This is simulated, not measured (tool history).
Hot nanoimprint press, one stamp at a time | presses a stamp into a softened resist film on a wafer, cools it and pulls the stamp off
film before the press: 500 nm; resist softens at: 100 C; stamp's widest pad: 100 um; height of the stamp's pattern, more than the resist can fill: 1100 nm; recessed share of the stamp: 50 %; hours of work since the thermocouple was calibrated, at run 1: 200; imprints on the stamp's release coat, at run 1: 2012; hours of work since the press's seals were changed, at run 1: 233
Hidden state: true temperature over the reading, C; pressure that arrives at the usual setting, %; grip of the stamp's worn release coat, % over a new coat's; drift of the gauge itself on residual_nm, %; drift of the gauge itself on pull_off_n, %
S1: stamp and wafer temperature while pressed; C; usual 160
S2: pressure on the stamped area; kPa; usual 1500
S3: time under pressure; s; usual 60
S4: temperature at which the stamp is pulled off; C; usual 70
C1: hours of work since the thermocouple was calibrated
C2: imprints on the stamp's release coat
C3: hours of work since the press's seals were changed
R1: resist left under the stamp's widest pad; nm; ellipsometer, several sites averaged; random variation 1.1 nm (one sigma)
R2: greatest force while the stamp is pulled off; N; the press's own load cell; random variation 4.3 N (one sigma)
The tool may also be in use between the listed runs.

run	hour	S1	S2	S3	S4	C1	C2	C3	R1	R2
1	0	160	1500	60	70	200	2012	233	184	331
2	23.7	160	1500	60	68	209	2079	243	184.8	355
3	44.3	160	970	60	70	218	2137	251	222.6	326
4	64.5	160	970	60	70	226	2193	260	221.6	333
5	82.2	160	970	60	70	233	2244	267	221.3	340
6	95.4	160	970	60	70	239	2281	272	221.9	351
7	107.9	160	1500	60	70	244	2316	277	184.5	344
8	134.3	160	1500	60	70	255	2390	288	182.1	351
9	153.4	160	1500	60	70	263	2444	296	181.7	362
# hour 170.6: stamp cleaned and given a new release coat
10	171.6	160	1500	60	70	268	2	301	181.4	206
11	196.8	160	1500	60	70	278	73	311	183.4	210
12	211.9	160	1500	60	70	284	116	317	182.5	208
13	223.3	160	1500	60	70	289	148	322	181	205
14	238.2	160	1500	60	70	295	190	328	180.1	204
15	252.5	160	1500	75	70	301	230	334	166.2	214
16	276.4	160	1500	73	71	310	298	344	166.4	219
17	288.4	160	1500	43	71	315	332	349	209.1	212
18	314.4	160	1500	65	71	326	405	359	174.4	216
19	337.2	153	2090	59	77	335	469	369	214.5	186
20	356.1	153	2090	40	77	343	522	377	251.9	193
21	382.9	159	1800	40	77	354	598	388	205.4	205
22	394	169	1930	37	77	359	629	392	132.7	194
23	407.6	169	1930	37	77	364	667	398	134	199
24	430.3	167	1270	35	69	374	731	407	181.5	245
25	445.4	169	930	107	69	380	774	413	118.7	245
26	460.8	169	930	71	69	386	817	419	141.2	253
27	475	148	1530	33	62	392	857	425	361	303
28	496.6	151	1500	60	64	401	918	434	268.6	287
29	508.3	151	1500	60	64	405	951	439	270	284

Measured less the same run without the tool's hidden state. The same run-to-run variation is in both; the gauge's scatter may not be:
run	R1	R2
1	-6.5	+121
2	-6.8	+133
3	-7.9	+124
4	-8.2	+128
5	-8.4	+134
6	-8.7	+139
7	-7.8	+137
8	-8.2	+142
9	-8.4	+149
10	-8.5	-5
11	-8.9	-1
12	-9.1	+1
13	-9.1	+3
14	-9.3	+5
15	-9	+8
16	-9.2	+11
17	-10.9	+12
18	-10	+17
19	-13.2	+16
20	-14.5	+18
21	-12.1	+23
22	-7.4	+23
23	-7.5	+25
24	-10.3	+36
25	-7.2	+37
26	-8.5	+41
27	-16.8	+53
28	-18.1	+53
29	-18.4	+54
